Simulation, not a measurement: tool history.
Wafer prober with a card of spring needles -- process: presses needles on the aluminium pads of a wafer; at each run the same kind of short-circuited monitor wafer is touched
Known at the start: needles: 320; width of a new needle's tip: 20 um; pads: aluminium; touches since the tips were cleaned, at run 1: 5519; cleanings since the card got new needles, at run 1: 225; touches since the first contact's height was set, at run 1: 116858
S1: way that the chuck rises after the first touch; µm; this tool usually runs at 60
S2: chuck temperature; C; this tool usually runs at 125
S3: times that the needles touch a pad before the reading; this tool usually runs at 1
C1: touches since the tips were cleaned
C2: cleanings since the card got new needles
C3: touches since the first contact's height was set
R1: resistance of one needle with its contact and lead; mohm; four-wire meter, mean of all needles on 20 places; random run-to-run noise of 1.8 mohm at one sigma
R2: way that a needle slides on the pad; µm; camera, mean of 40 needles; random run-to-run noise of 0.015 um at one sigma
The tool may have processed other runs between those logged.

run	hour	S1	S2	S3	C1	C2	C3	R1	R2
1	0.0	60	125	1	5519	225	116858	188	9.71
# hour 2.8: tips cleaned on abrasive film
# hour 16.5: tips cleaned on abrasive film
# hour 24.9: height of the first contact set anew
# hour 29.5: tips cleaned on abrasive film
2	29.5	60	125	2	0	228	2679	191	9.73
# hour 43.2: tips cleaned on abrasive film
# hour 56.8: tips cleaned on abrasive film
# hour 67.8: tips cleaned on abrasive film
3	71.4	60	125	2	2177	231	27447	191	9.72
# hour 79.7: tips cleaned on abrasive film
# hour 93.3: tips cleaned on abrasive film
# hour 107.0: tips cleaned on abrasive film
4	107.7	60	125	1	444	234	48867	190	9.73
# hour 118.7: tips cleaned on abrasive film
# hour 132.3: tips cleaned on abrasive film
# hour 143.3: tips cleaned on abrasive film
# hour 154.2: tips cleaned on abrasive film
# hour 167.9: tips cleaned on abrasive film
5	167.9	60	125	1	30	239	84394	188	9.73
# hour 178.9: tips cleaned on abrasive film
# hour 189.8: tips cleaned on abrasive film
# hour 203.5: tips cleaned on abrasive film
# hour 217.1: tips cleaned on abrasive film
6	226.0	60	125	1	5279	243	118714	192	9.71
# hour 228.8: tips cleaned on abrasive film
# hour 239.8: tips cleaned on abrasive film
# hour 248.2: height of the first contact set anew
# hour 251.0: tips cleaned on abrasive film
# hour 264.7: tips cleaned on abrasive film
# hour 275.6: tips cleaned on abrasive film
7	277.7	60	125	1	1205	248	17341	192	9.74
# hour 288.6: tips cleaned on abrasive film
# hour 302.3: tips cleaned on abrasive film
# hour 315.9: tips cleaned on abrasive film
8	320.7	60	125	1	2855	251	42787	189	9.71
# hour 329.0: tips cleaned on abrasive film
# hour 342.6: tips cleaned on abrasive film
# hour 356.3: tips cleaned on abrasive film
# hour 367.2: tips cleaned on abrasive film
9	370.0	60	125	1	1667	255	71885	188	9.71
# hour 378.2: tips cleaned on abrasive film
# hour 389.2: tips cleaned on abrasive film
# hour 402.8: tips cleaned on abrasive film
# hour 413.8: tips cleaned on abrasive film
# hour 427.5: tips cleaned on abrasive film
10	437.8	60	125	1	6140	260	111899	191	9.72
# hour 440.6: tips cleaned on abrasive film
# hour 451.5: tips cleaned on abrasive film
# hour 465.2: tips cleaned on abrasive film
# hour 470.9: height of the first contact set anew
# hour 476.4: tips cleaned on abrasive film
11	486.9	60	125	1	6218	264	9446	191	9.72
# hour 489.7: tips cleaned on abrasive film
# hour 503.4: tips cleaned on abrasive film
# hour 514.3: tips cleaned on abrasive film
# hour 528.0: tips cleaned on abrasive film
# hour 538.9: tips cleaned on abrasive film
# hour 552.6: tips cleaned on abrasive film
12	556.4	79	125	1	2298	270	50470	186	12.79
# hour 564.7: tips cleaned on abrasive film
# hour 575.6: tips cleaned on abrasive film
# hour 586.6: tips cleaned on abrasive film
# hour 600.2: tips cleaned on abrasive film
# hour 613.9: tips cleaned on abrasive film
13	617.8	60	125	2	2304	275	86660	192	9.70
# hour 626.0: tips cleaned on abrasive film
# hour 636.9: tips cleaned on abrasive film
# hour 650.6: tips cleaned on abrasive film
# hour 661.5: tips cleaned on abrasive film
14	662.7	60	99	2	687	279	113165	186	9.71
# hour 673.6: tips cleaned on abrasive film
# hour 684.6: tips cleaned on abrasive film
# hour 693.0: height of the first contact set anew
# hour 698.6: tips cleaned on abrasive film
15	698.6	55	115	1	6	282	3233	190	8.91
# hour 712.1: tips cleaned on abrasive film
# hour 723.0: tips cleaned on abrasive film
# hour 734.0: tips cleaned on abrasive film
# hour 747.6: tips cleaned on abrasive film
# hour 761.3: tips cleaned on abrasive film
16	763.9	48	115	1	1558	287	41815	193	7.78
# hour 774.9: tips cleaned on abrasive film
# hour 788.5: tips cleaned on abrasive film
# hour 802.2: tips cleaned on abrasive film
# hour 815.8: tips cleaned on abrasive film
17	825.7	43	99	1	5870	291	78344	188	6.99
# hour 828.5: tips cleaned on abrasive film
# hour 839.5: tips cleaned on abrasive film
# hour 850.4: tips cleaned on abrasive film
# hour 864.1: tips cleaned on abrasive film
18	866.2	61	45	1	1250	295	102184	173	9.89
# hour 877.1: tips cleaned on abrasive film
# hour 888.1: tips cleaned on abrasive film
# hour 899.0: tips cleaned on abrasive film
# hour 912.7: tips cleaned on abrasive film
# hour 915.7: height of the first contact set anew
19	920.6	61	77	2	4562	299	2949	183	9.88
# hour 926.2: tips cleaned on abrasive film
# hour 937.1: tips cleaned on abrasive film
# hour 948.0: tips cleaned on abrasive film
20	954.2	61	77	2	3662	302	22747	180	9.90
# hour 959.7: tips cleaned on abrasive film
# hour 973.4: tips cleaned on abrasive film
# hour 987.0: tips cleaned on abrasive film
21	992.3	75	121	2	3122	305	45235	185	12.16
# hour 1000.5: tips cleaned on abrasive film
# hour 1011.5: tips cleaned on abrasive film
# hour 1022.4: tips cleaned on abrasive film
# hour 1036.1: tips cleaned on abrasive film
22	1040.5	75	121	2	2600	309	73652	185	12.18

Run 23 is up next; what results do you expect?
# hour 1048.7: tips cleaned on abrasive film
# hour 1059.6: tips cleaned on abrasive film
# hour 1070.6: tips cleaned on abrasive film
# hour 1084.2: tips cleaned on abrasive film
23	1084.7	45	36	1	246	313	99715	?	?

Run 23 yielded R1 175 mohm, R2 7.31 µm.
Had the tool carried no hidden state, the very same run would have given R1 175 mohm, R2 7.31 µm.

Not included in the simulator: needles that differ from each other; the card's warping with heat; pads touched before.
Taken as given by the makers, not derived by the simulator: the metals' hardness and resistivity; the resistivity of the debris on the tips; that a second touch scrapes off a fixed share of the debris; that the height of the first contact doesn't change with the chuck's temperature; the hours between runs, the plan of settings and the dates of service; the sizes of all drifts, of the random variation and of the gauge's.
